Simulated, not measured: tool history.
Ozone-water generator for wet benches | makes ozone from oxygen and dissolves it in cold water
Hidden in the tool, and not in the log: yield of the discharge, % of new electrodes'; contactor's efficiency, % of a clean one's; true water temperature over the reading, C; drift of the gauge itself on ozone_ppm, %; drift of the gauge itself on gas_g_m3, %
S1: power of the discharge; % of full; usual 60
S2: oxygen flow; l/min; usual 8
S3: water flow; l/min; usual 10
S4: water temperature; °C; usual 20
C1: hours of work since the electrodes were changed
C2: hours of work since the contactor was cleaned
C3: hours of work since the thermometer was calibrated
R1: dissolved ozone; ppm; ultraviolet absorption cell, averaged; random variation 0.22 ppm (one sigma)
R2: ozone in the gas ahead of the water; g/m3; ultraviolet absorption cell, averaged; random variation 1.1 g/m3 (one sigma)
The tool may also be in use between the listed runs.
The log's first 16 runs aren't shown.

{"run": 17, "hour": 355.5, "S1": 60, "S2": 4.35, "S3": 10, "S4": 20, "C1": 1117, "C2": 2433, "C3": 945, "R1": 32, "R2": 237.7}
{"run": 18, "hour": 385.6, "S1": 60, "S2": 4.35, "S3": 10, "S4": 20, "C1": 1137, "C2": 2453, "C3": 965, "R1": 31.5, "R2": 239.3}
{"hour": 392.6, "done": "contactor cleaned"}
{"run": 19, "hour": 409.3, "S1": 60, "S2": 4.35, "S3": 10, "S4": 20, "C1": 1150, "C2": 11, "C3": 978, "R1": 31, "R2": 237.9}
{"run": 20, "hour": 437.8, "S1": 60, "S2": 8, "S3": 14, "S4": 15, "C1": 1169, "C2": 30, "C3": 997, "R1": 28.4, "R2": 191.6}
{"run": 21, "hour": 462.9, "S1": 60, "S2": 8, "S3": 14, "S4": 15, "C1": 1186, "C2": 47, "C3": 1014, "R1": 28.3, "R2": 190.1}
{"run": 22, "hour": 489.0, "S1": 79, "S2": 12.42, "S3": 6, "S4": 13, "C1": 1203, "C2": 64, "C3": 1031, "R1": 53.1, "R2": 205.6}
{"run": 23, "hour": 525.3, "S1": 63, "S2": 9.96, "S3": 10, "S4": 20, "C1": 1227, "C2": 89, "C3": 1055, "R1": 31.3, "R2": 183.8}
{"run": 24, "hour": 548.7, "S1": 96, "S2": 8.16, "S3": 10, "S4": 20, "C1": 1243, "C2": 104, "C3": 1071, "R1": 45.7, "R2": 281.7}
{"run": 25, "hour": 584.4, "S1": 96, "S2": 8.16, "S3": 10, "S4": 20, "C1": 1267, "C2": 128, "C3": 1095, "R1": 45.4, "R2": 280.6}
{"hour": 603.4, "done": "contactor cleaned, once more"}
{"run": 26, "hour": 608.0, "S1": 96, "S2": 8.16, "S3": 8, "S4": 20, "C1": 1280, "C2": 3, "C3": 1108, "R1": 52.8, "R2": 284}
{"run": 27, "hour": 641.3, "S1": 60, "S2": 8, "S3": 7, "S4": 16, "C1": 1302, "C2": 25, "C3": 1130, "R1": 41.4, "R2": 189.7}
{"run": 28, "hour": 669.1, "S1": 60, "S2": 6.49, "S3": 7, "S4": 23, "C1": 1321, "C2": 44, "C3": 1149, "R1": 35.9, "R2": 203.3}
{"run": 29, "hour": 696.3, "S1": 60, "S2": 13.01, "S3": 10, "S4": 20, "C1": 1339, "C2": 62, "C3": 1167, "R1": 29.7, "R2": 157.2}
{"run": 30, "hour": 724.8, "S1": 57, "S2": 4.96, "S3": 6, "S4": 16, "C1": 1358, "C2": 81, "C3": 1186, "R1": 44.5, "R2": 216.9}
{"run": 31, "hour": 753.8, "S1": 52, "S2": 4.96, "S3": 6, "S4": 24, "C1": 1378, "C2": 101, "C3": 1206, "R1": 34.2, "R2": 201.3}
{"run": 32, "hour": 789.4, "S1": 52, "S2": 4.96, "S3": 6, "S4": 24, "C1": 1401, "C2": 124, "C3": 1229, "R1": 33.6, "R2": 199.9}

Forecast each of these 5 alternatives for the next run:
{"run": "A", "hour": 810.3, "S1": 95, "S2": 5.19, "S3": 15, "S4": 24, "C1": 1415, "C2": 138, "C3": 1243, "R1": "?", "R2": "?"}
{"run": "B", "hour": 810.3, "S1": 52, "S2": 4.96, "S3": 6, "S4": 18, "C1": 1415, "C2": 138, "C3": 1243, "R1": "?", "R2": "?"}
{"run": "C", "hour": 810.3, "S1": 60, "S2": 9.97, "S3": 6, "S4": 20, "C1": 1415, "C2": 138, "C3": 1243, "R1": "?", "R2": "?"}
{"run": "D", "hour": 810.3, "S1": 60, "S2": 4.69, "S3": 10, "S4": 26, "C1": 1415, "C2": 138, "C3": 1243, "R1": "?", "R2": "?"}
{"run": "E", "hour": 810.3, "S1": 41, "S2": 12.36, "S3": 6, "S4": 12, "C1": 1415, "C2": 138, "C3": 1243, "R1": "?", "R2": "?"}

run=A R1=33.7 R2=328.2
run=B R1=39.6 R2=199.8
run=C R1=37.2 R2=176.1
run=D R1=28.6 R2=230.7
run=E R1=32.2 R2=117
Without the tool's hidden state the same runs would have given:
run=A R1=35.1 R2=339.3
run=B R1=40.5 R2=203.7
run=C R1=38.3 R2=180.2
run=D R1=29.4 R2=236
run=E R1=32.9 R2=118.6
